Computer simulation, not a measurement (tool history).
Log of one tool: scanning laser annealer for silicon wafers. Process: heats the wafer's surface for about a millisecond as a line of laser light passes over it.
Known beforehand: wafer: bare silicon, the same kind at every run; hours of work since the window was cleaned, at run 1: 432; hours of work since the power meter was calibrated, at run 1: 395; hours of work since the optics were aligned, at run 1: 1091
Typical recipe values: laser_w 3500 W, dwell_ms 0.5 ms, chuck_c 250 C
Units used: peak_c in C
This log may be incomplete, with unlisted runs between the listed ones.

run   hour  laser_w  dwell_ms  chuck_c  hours of work since the window was cleaned  hours of work since the power meter was calibrated  hours of work since the optics were aligned  peak_c
  1      0     3500       0.5      250                                         432                                                 395                                         1091     987
  2    8.7     3500       0.5      250                                         436                                                 400                                         1096     992
  3   24.5     3500      0.37      250                                         445                                                 409                                         1105     877
  4   39.6     3500     0.495      250                                         453                                                 417                                         1113     982
  5   50.3     3500       0.5      281                                         459                                                 423                                         1119    1017
  6   64.7     3758     0.611      229                                         467                                                 431                                         1127    1133
  7   78.7     3758     0.611      229                                         475                                                 439                                         1135    1129
      85.1  -- optics aligned, line set to its width
  8  102.9     3267     0.483      281                                         486                                                 450                                           10     934
  9  115.7     3500       0.5      236                                         493                                                 457                                           17     958
 10  124.8     3500       0.5      236                                         498                                                 462                                           22     959

Each row is a separate what-if for the run after 10, all from the same tool condition, not one after another. Results?
     128.7  -- window over the wafer cleaned
  A  144.7     3500       0.5      237                                           9                                                 472                                           32       ?
     128.7  -- window over the wafer cleaned
  B  144.7     3768     0.496      226                                           9                                                 472                                           32       ?
     128.7  -- window over the wafer cleaned
  C  144.7     3005     0.584      241                                           9                                                 472                                           32       ?
     128.7  -- window over the wafer cleaned
  D  144.7     3063     0.568      274                                           9                                                 472                                           32       ?

run  peak_c
  A    1012
  B    1075
  C     931
  D     966
Without the tool's hidden state the same runs would have given:
run  peak_c
  A    1044
  B    1111
  C     960
  D     995

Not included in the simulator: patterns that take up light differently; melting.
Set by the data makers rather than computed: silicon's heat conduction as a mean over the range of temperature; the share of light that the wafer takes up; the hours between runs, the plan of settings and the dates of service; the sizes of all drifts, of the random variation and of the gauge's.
